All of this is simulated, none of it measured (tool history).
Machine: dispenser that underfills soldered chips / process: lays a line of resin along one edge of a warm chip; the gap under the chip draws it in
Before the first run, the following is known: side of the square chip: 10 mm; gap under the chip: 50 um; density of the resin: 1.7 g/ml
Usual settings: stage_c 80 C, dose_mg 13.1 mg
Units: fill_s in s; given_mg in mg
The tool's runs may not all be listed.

run,hour,stage_c,dose_mg,fill_s,given_mg
1,0.0,80,13.1,94.4,12.36
2,4.1,80,13.1,110.7,12.34
3,9.0,80,13.1,79.5,12.28
4,11.8,80,14.4,86.0,13.47
5,16.5,80,14.4,106.6,13.35
6,19.1,67,13.1,118.1,12.21
7,23.1,67,13.1,139.5,12.06
8,26.2,76,13.1,110.3,12.03
9,30.6,86,13.1,87.6,12.03
10,32.9,86,13.1,54.0,12.16
11,36.3,80,12.7,82.2,11.70
12,39.4,80,13.1,91.6,12.01
13,42.1,80,13.1,103.4,11.99
14,46.0,80,13.1,70.1,12.04
15,49.7,80,13.1,81.7,11.97
16,52.9,80,13.1,90.0,13.06
17,55.1,80,13.1,98.4,13.08
18,58.0,80,13.1,112.9,13.13
19,62.5,80,13.1,74.3,12.95
20,64.7,69,13.1,132.2,13.12
21,66.9,72,14.1,126.7,13.99
22,71.3,73,16.4,143.4,16.21
23,74.2,80,14.2,70.6,13.96
24,78.6,80,14.2,85.6,14.03
25,83.2,81,11.8,102.5,11.69
26,86.9,81,13.9,67.2,13.75
27,89.1,81,13.9,74.6,13.47
28,91.9,81,13.9,83.0,13.73
29,93.9,81,13.9,92.1,13.77
30,96.4,81,13.9,101.0,13.66
31,98.7,81,13.9,110.0,13.67
32,101.8,81,13.9,69.7,13.68
33,106.2,83,14.6,78.1,14.29
34,109.5,83,14.6,89.7,14.21
35,113.1,83,14.6,60.0,13.97
36,117.4,69,17.0,129.0,16.36

Withheld: 10 entries from between the runs. Position of each, and hidden state at the listed run before versus the listed run after:
Run 2 -> run 3: new syringe of resin (hour 5.9)
  resin's viscosity, % of fresh resin's: 163.6 -> 115.6; dose that the valve gives, % of what is set: 93.83 -> 93.56; true chip temperature over the reading, C: -0.31 -> -0.32
  measured minus no-state result, fill_s: +44.5 -> +12.3 s; given_mg: -0.80 -> -0.84 mg
Run 5 -> run 6: new syringe of resin (hour 19.1)
  resin's viscosity, % of fresh resin's: 159 -> 101; dose that the valve gives, % of what is set: 93.14 -> 93.01; true chip temperature over the reading, C: -0.33 -> -0.34
  measured minus no-state result, fill_s: +41.0 -> +4.3 s; given_mg: -0.98 -> -0.92 mg
Run 9 -> run 10: new syringe of resin (hour 32.4)
  resin's viscosity, % of fresh resin's: 164.8 -> 102.8; dose that the valve gives, % of what is set: 92.4 -> 92.28
  measured minus no-state result, fill_s: +36.0 -> +2.9 s; given_mg: -1.00 -> -1.01 mg
Run 13 -> run 14: new syringe of resin (hour 45.5)
  resin's viscosity, % of fresh resin's: 152 -> 103.1; dose that the valve gives, % of what is set: 91.78 -> 91.6; true chip temperature over the reading, C: -0.38 -> -0.39
  measured minus no-state result, fill_s: +37.1 -> +4.3 s; given_mg: -1.08 -> -1.10 mg
Run 15 -> run 16: dispensing valve cleaned and set on the balance (hour 51.3)
  resin's viscosity, % of fresh resin's: 120.8 -> 132.5; dose that the valve gives, % of what is set: 91.42 -> 100.14
  measured minus no-state result, fill_s: +16.2 -> +23.2 s; given_mg: -1.13 -> +0.02 mg
Run 18 -> run 19: new syringe of resin (hour 59.8)
  resin's viscosity, % of fresh resin's: 164.9 -> 112.1; dose that the valve gives, % of what is set: 99.85 -> 99.63; true chip temperature over the reading, C: -0.41 -> -0.42
  measured minus no-state result, fill_s: +45.6 -> +9.2 s; given_mg: -0.02 -> -0.05 mg
Run 22 -> run 23: new syringe of resin (hour 73.1)
  resin's viscosity, % of fresh resin's: 162.7 -> 106.5; dose that the valve gives, % of what is set: 99.13 -> 98.99
  measured minus no-state result, fill_s: +57.1 -> +5.6 s; given_mg: -0.14 -> -0.14 mg
Run 25 -> run 26: new syringe of resin (hour 86.3)
  resin's viscosity, % of fresh resin's: 155.9 -> 105; dose that the valve gives, % of what is set: 98.5 -> 98.32; true chip temperature over the reading, C: -0.46 -> -0.47
  measured minus no-state result, fill_s: +38.3 -> +4.5 s; given_mg: -0.18 -> -0.24 mg
Run 31 -> run 32: new syringe of resin (hour 99.6)
  resin's viscosity, % of fresh resin's: 172.7 -> 109; dose that the valve gives, % of what is set: 97.65 -> 97.49; true chip temperature over the reading, C: -0.49 -> -0.5
  measured minus no-state result, fill_s: +47.8 -> +7.2 s; given_mg: -0.33 -> -0.35 mg
Run 34 -> run 35: new syringe of resin (hour 112.6)
  resin's viscosity, % of fresh resin's: 151.4 -> 101.7; dose that the valve gives, % of what is set: 97.04 -> 96.84; true chip temperature over the reading, C: -0.51 -> -0.52
  measured minus no-state result, fill_s: +31.7 -> +2.4 s; given_mg: -0.44 -> -0.46 mg
